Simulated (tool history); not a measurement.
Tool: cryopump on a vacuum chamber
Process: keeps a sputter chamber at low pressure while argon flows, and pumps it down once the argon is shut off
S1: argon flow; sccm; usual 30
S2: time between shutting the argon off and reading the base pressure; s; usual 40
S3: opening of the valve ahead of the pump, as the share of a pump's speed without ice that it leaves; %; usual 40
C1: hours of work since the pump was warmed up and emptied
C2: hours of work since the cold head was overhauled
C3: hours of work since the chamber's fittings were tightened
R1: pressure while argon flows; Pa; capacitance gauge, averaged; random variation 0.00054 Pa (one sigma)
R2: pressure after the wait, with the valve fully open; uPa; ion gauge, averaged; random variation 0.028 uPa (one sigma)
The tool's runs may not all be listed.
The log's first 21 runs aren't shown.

run,hour,S1,S2,S3,C1,C2,C3,R1,R2
22,675.4,58,59,48,804,804,123,0.1026,1.1
23,714.7,28,59,34,828,828,147,0.0661,1.08
24,761.2,30,168,38,856,856,175,0.0649,0.56
25,790.4,53,40,28,873,873,193,0.1515,1.54
26,812.5,30,40,16,886,886,206,0.1435,1.58
27,846,13,40,40,907,907,226,0.0274,1.55
28,889.1,30,24,25,933,933,252,0.0961,2.41
29,914.4,16,24,25,948,948,267,0.0518,2.44
30,950.6,16,42,21,969,969,289,0.0605,1.56
31,996,16,42,22,997,997,316,0.0587,1.6
32,1021.4,29,25,40,1012,1012,331,0.0626,2.37
# hour 1033.5: pump warmed up, emptied and cooled again
33,1067.2,29,25,40,20,1037,356,0.053,2.18
34,1095,48,51,37,37,1053,373,0.092,1.29

Forecast each of these 3 alternatives for the next run:
A,1138.3,31,40,40,63,1079,399,?,?
B,1138.3,35,101,19,63,1079,399,?,?
C,1138.3,30,40,16,63,1079,399,?,?

run,R1,R2
A,0.0559,1.56
B,0.1321,0.79
C,0.1357,1.56
Without the tool's hidden state the same runs would have given:
run,R1,R2
A,0.0552,1.37
B,0.1314,0.6
C,0.135,1.37
